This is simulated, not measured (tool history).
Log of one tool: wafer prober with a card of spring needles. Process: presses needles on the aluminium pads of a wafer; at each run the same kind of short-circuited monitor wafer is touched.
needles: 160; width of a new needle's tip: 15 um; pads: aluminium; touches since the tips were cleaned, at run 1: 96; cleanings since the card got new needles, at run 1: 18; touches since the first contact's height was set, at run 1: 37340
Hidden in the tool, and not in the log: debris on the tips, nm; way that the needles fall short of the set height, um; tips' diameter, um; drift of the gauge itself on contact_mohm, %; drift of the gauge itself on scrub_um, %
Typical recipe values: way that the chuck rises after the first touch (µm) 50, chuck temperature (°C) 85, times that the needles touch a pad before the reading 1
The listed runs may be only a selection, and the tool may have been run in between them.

run    day  way that the chuck rises after the first touch (µm)  chuck temperature (°C)  times that the needles touch a pad before the reading  touches since the tips were cleaned  cleanings since the card got new needles  touches since the first contact's height was set  resistance of one needle with its contact and lead (mohm)  way that a needle slides on the pad (µm)
  1      0                                                   50                      85                                                      1                                   96                                        18                                             37340                                                        135                                      6.69
     0.246  -- tips cleaned on abrasive film
  2  0.383                                                   50                      85                                                      1                                 1162                                        19                                             40551                                                        192                                      6.65
     0.483  -- tips cleaned on abrasive film
  3  0.708                                                   50                      85                                                      1                                 1916                                        20                                             43307                                                        219                                      6.66
     0.742  -- tips cleaned on abrasive film
     0.975  -- tips cleaned on abrasive film
  4  1.183                                                   50                      85                                                      1                                 1776                                        22                                             47265                                                        216                                      6.64
     1.217  -- tips cleaned on abrasive film
     1.458  -- tips cleaned on abrasive film
  5  1.583                                                   50                      29                                                      1                                 1071                                        24                                             50614                                                        182                                      6.62
     1.696  -- tips cleaned on abrasive film
  6  1.838                                                   50                      85                                                      2                                 1215                                        25                                             52724                                                        162                                      6.62
      1.95  -- tips cleaned on abrasive film
     2.192  -- tips cleaned on abrasive film
  7  2.304                                                   50                      85                                                      2                                  938                                        27                                             56621                                                        161                                      6.61
     2.429  -- tips cleaned on abrasive film
     2.658  -- tips cleaned on abrasive film
  8  2.671                                                   50                      85                                                      2                                  101                                        29                                             59683                                                        128                                       6.6
     2.908  -- tips cleaned on abrasive film
     3.158  -- tips cleaned on abrasive film
  9  3.158                                                   50                      30                                                      2                                    0                                        31                                             63757                                                        117                                      6.59
 10  3.354                                                   50                      30                                                      2                                 1656                                        31                                             65413                                                        173                                      6.56
       3.4  -- tips cleaned on abrasive film
 11  3.608                                                   50                      30                                                      2                                 1794                                        32                                             67560                                                        180                                      6.56
     3.654  -- tips cleaned on abrasive film
     3.904  -- tips cleaned on abrasive film
 12  3.933                                                   50                      30                                                      2                                  241                                        34                                             70229                                                        126                                      6.53
     4.158  -- tips cleaned on abrasive film
 13  4.346                                                   50                      30                                                      2                                 1587                                        35                                             73701                                                        172                                      6.52
     4.412  -- tips cleaned on abrasive film
     4.658  -- tips cleaned on abrasive film
 14  4.688                                                   61                      30                                                      2                                  274                                        37                                             76568                                                        123                                      8.02
     4.896  -- tips cleaned on abrasive film
 15  4.917                                                   61                      30                                                      2                                  172                                        38                                             78463                                                        117                                      7.99

Run 16 comes next. What will it give?
     5.133  -- tips cleaned on abrasive film
 16  5.342                                                   61                      30                                                      2                                 1765                                        39                                             82040                                                          ?                                         ?

resistance of one needle with its contact and lead (mohm): 158
way that a needle slides on the pad (µm): 8.02
On a tool with no hidden condition, and with the same random variation, this run would have come out at resistance of one needle with its contact and lead (mohm) 110, way that a needle slides on the pad (µm) 8.27.
